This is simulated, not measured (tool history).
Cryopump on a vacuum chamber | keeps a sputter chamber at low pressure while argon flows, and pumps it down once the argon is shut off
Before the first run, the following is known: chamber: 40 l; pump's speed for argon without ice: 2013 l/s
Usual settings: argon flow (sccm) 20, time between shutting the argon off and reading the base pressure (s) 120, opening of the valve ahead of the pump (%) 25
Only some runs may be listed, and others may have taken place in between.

| run | hour | argon flow (sccm) | time between shutting the argon off and reading the base pressure (s) | opening of the valve ahead of the pump (%) | pressure while argon flows (Pa) | pressure after the wait (uPa) |
|---|---|---|---|---|---|---|
| 1 | 0 | 20 | 120 | 25 | 0.068 | 0.91 |
| 2 | 19.8 | 20 | 217 | 25 | 0.0685 | 0.81 |
| 3 | 34.5 | 20 | 120 | 25 | 0.0681 | 0.87 |
| 4 | 48.5 | 20 | 120 | 25 | 0.0682 | 0.9 |
| 5 | 66.8 | 20 | 66 | 25 | 0.0684 | 1.16 |
| 6 | 83.7 | 20 | 120 | 16 | 0.1064 | 0.94 |
| 7 | 103.5 | 20 | 120 | 21 | 0.0814 | 0.94 |
| 8 | 112.8 | 20 | 120 | 25 | 0.0689 | 0.96 |
| 9 | 127.8 | 20 | 120 | 25 | 0.069 | 1 |
| 10 | 143.2 | 20 | 120 | 25 | 0.0684 | 0.96 |
| 11 | 152.8 | 20 | 120 | 25 | 0.0688 | 1.01 |
| 12 | 172.1 | 20 | 120 | 25 | 0.0697 | 1.02 |
| 13 | 181.8 | 20 | 120 | 25 | 0.0691 | 1.08 |
| 14 | 192.3 | 20 | 120 | 25 | 0.0691 | 0.94 |
| 15 | 205.2 | 20 | 120 | 25 | 0.0698 | 1.02 |
| 16 | 221.1 | 20 | 120 | 25 | 0.0694 | 1.04 |
| 17 | 243.1 | 20 | 120 | 25 | 0.0697 | 1.1 |
| 18 | 256.8 | 37 | 27 | 25 | 0.1288 | 1.89 |
| 19 | 267.1 | 25 | 119 | 22 | 0.0989 | 1.06 |
| 20 | 284.9 | 12 | 46 | 51 | 0.0213 | 1.44 |
| 21 | 304.5 | 32 | 30 | 38 | 0.0754 | 1.82 |
| 22 | 318.7 | 32 | 30 | 38 | 0.0757 | 1.85 |
| 23 | 334.6 | 23 | 120 | 35 | 0.0588 | 1.1 |
| 24 | 353.8 | 20 | 120 | 22 | 0.0787 | 1.11 |
| 25 | 374.2 | 20 | 120 | 22 | 0.0798 | 1.18 |
| 26 | 385.2 | 12 | 78 | 37 | 0.0292 | 1.38 |
| 27 | 394.6 | 14 | 165 | 32 | 0.0394 | 1.1 |
| 28 | 416.1 | 19 | 56 | 32 | 0.0528 | 1.45 |
| 29 | 436.7 | 20 | 133 | 25 | 0.0708 | 1.19 |
| 30 | 454.6 | 15 | 209 | 25 | 0.0535 | 1.1 |
| 31 | 469.4 | 13 | 64 | 16 | 0.0707 | 1.46 |
| 32 | 485 | 13 | 38 | 36 | 0.0331 | 1.75 |
| 33 | 500.6 | 20 | 135 | 25 | 0.0711 | 1.25 |
| 34 | 521.8 | 36 | 79 | 41 | 0.0817 | 1.45 |

Difference, measured minus no-hidden-state, one row per run. Run-to-run variation is common to both terms; the gauge's own scatter need not be:
The hidden state here: pump's speed, % of a pump's without ice; cold plate's temperature, K; leak into the chamber, uPa l/s; drift of the gauge itself on working_pa, %; drift of the gauge itself on base_upa, %.
| run | pressure while argon flows (Pa) | pressure after the wait (uPa) |
|---|---|---|
| 1 | +0.0008 | +0.52 |
| 2 | +0.0009 | +0.53 |
| 3 | +0.001 | +0.53 |
| 4 | +0.0012 | +0.54 |
| 5 | +0.0013 | +0.57 |
| 6 | +0.0013 | +0.55 |
| 7 | +0.0014 | +0.58 |
| 8 | +0.0015 | +0.57 |
| 9 | +0.0016 | +0.61 |
| 10 | +0.0016 | +0.6 |
| 11 | +0.0018 | +0.59 |
| 12 | +0.0019 | +0.64 |
| 13 | +0.0019 | +0.66 |
| 14 | +0.002 | +0.62 |
| 15 | +0.002 | +0.67 |
| 16 | +0.0022 | +0.66 |
| 17 | +0.0024 | +0.7 |
| 18 | +0.0044 | +0.7 |
| 19 | +0.0031 | +0.7 |
| 20 | +0.0016 | +0.7 |
| 21 | +0.0044 | +0.73 |
| 22 | +0.0046 | +0.75 |
| 23 | +0.0034 | +0.74 |
| 24 | +0.0031 | +0.76 |
| 25 | +0.0032 | +0.79 |
| 26 | +0.002 | +0.81 |
| 27 | +0.0023 | +0.81 |
| 28 | +0.0033 | +0.8 |
| 29 | +0.0037 | +0.85 |
| 30 | +0.0028 | +0.84 |
| 31 | +0.0025 | +0.88 |
| 32 | +0.0026 | +0.87 |
| 33 | +0.0041 | +0.89 |
| 34 | +0.0078 | +0.92 |

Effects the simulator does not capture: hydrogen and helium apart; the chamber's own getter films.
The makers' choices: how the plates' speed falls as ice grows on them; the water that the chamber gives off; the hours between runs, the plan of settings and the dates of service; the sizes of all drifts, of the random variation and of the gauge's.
